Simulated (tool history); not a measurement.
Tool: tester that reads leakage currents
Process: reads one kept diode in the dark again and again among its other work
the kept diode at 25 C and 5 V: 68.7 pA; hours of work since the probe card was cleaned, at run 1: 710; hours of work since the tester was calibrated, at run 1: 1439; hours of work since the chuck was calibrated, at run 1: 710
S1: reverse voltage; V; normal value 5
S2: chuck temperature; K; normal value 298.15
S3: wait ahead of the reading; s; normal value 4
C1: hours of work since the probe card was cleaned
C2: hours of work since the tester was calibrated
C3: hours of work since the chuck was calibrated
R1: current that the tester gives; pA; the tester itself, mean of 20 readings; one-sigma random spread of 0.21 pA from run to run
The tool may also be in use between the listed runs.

run 1 hour=0 | S1=5 S2=298.15 S3=4 | C1=710 C2=1439 C3=710 | R1=79.96
run 2 hour=59.2 | S1=5 S2=298.15 S3=4 | C1=753 C2=1482 C3=753 | R1=80.51
run 3 hour=107.9 | S1=5 S2=298.15 S3=4 | C1=788 C2=1517 C3=788 | R1=81.6
run 4 hour=166.7 | S1=5 S2=298.15 S3=4 | C1=831 C2=1559 C3=831 | R1=81.93
run 5 hour=233.6 | S1=5 S2=316.15 S3=4 | C1=879 C2=1608 C3=879 | R1=277.33
run 6 hour=279.5 | S1=5 S2=327.15 S3=4 | C1=912 C2=1641 C3=912 | R1=563.23
run 7 hour=337.6 | S1=5 S2=327.15 S3=8.45 | C1=954 C2=1683 C3=954 | R1=565.32
run 8 hour=374.5 | S1=5 S2=298.15 S3=4 | C1=981 C2=1710 C3=981 | R1=83.95
run 9 hour=419.9 | S1=13.78 S2=298.15 S3=4 | C1=1014 C2=1742 C3=1014 | R1=162.48
run 10 hour=448 | S1=13.78 S2=298.15 S3=4 | C1=1034 C2=1763 C3=1034 | R1=162.8
run 11 hour=504.7 | S1=13.78 S2=298.15 S3=4 | C1=1075 C2=1804 C3=1075 | R1=165.16
run 12 hour=544.8 | S1=5 S2=298.15 S3=0.69 | C1=1104 C2=1833 C3=1104 | R1=87.96
run 13 hour=595.7 | S1=5 S2=298.15 S3=0.84 | C1=1141 C2=1869 C3=1141 | R1=88.16
run 14 hour=640.6 | S1=5 S2=298.15 S3=0.84 | C1=1173 C2=1902 C3=1173 | R1=88.73
-- hour=666.3 probe card cleaned and baked
run 15 hour=681.4 | S1=5 S2=298.15 S3=0.84 | C1=11 C2=1929 C3=1200 | R1=78.27
run 16 hour=713.2 | S1=4.65 S2=302.15 S3=5.03 | C1=34 C2=1952 C3=1223 | R1=98.92
run 17 hour=776.4 | S1=4.65 S2=302.15 S3=5.03 | C1=80 C2=1998 C3=1269 | R1=99.94
run 18 hour=844.5 | S1=4.65 S2=302.15 S3=5.03 | C1=129 C2=2047 C3=1318 | R1=100.59
-- hour=849.5 tester calibrated
run 19 hour=885.4 | S1=7.34 S2=302.15 S3=0.8 | C1=157 C2=26 C3=1346 | R1=136.54
run 20 hour=921.6 | S1=1.7 S2=306.15 S3=2.97 | C1=183 C2=52 C3=1372 | R1=73.84
run 21 hour=959.9 | S1=1.7 S2=306.15 S3=2.97 | C1=211 C2=80 C3=1400 | R1=74.33
run 22 hour=1000.2 | S1=1.7 S2=306.15 S3=2.97 | C1=240 C2=109 C3=1429 | R1=74.61
run 23 hour=1043.4 | S1=7.01 S2=297.15 S3=4 | C1=271 C2=140 C3=1461 | R1=92.16
-- hour=1076.3 tester calibrated, once more
run 24 hour=1106 | S1=7.01 S2=307.15 S3=0.85 | C1=315 C2=21 C3=1504 | R1=190.63
run 25 hour=1139.6 | S1=7.01 S2=307.15 S3=0.85 | C1=339 C2=46 C3=1529 | R1=192.24
run 26 hour=1179 | S1=5.72 S2=307.15 S3=0.85 | C1=368 C2=74 C3=1557 | R1=169.03
run 27 hour=1232.6 | S1=7.86 S2=298.15 S3=4 | C1=406 C2=113 C3=1596 | R1=108.56

Take each entry between the runs: how does the hidden state at the last listed run before it differ from the hidden state at the first listed run after it?
Runs 14 to 15: probe card cleaned and baked (hour 666.3)
  stray current of the dirty probe card, pA a volt: 2.065 -> 0.05; current scale over the true one, %: 0.41 -> 0.42; true chuck temperature over the reading, C: 1.21 -> 1.24
  measured minus no-state result, R1: +17.29 -> +7.3 pA
Runs 18 to 19: tester calibrated (hour 849.5)
  stray current of the dirty probe card, pA a volt: 0.252 -> 0.305; current scale over the true one, %: 0.46 -> 0.55; true chuck temperature over the reading, C: 1.37 -> 1.4
  measured minus no-state result, R1: +11.06 -> +15.67 pA
Runs 23 to 24: tester calibrated, once more (hour 1076.3)
  stray current of the dirty probe card, pA a volt: 0.506 -> 0.578; current scale over the true one, %: 0.59 -> -0.06; true chuck temperature over the reading, C: 1.52 -> 1.57
  measured minus no-state result, R1: +13.57 -> +23.32 pA

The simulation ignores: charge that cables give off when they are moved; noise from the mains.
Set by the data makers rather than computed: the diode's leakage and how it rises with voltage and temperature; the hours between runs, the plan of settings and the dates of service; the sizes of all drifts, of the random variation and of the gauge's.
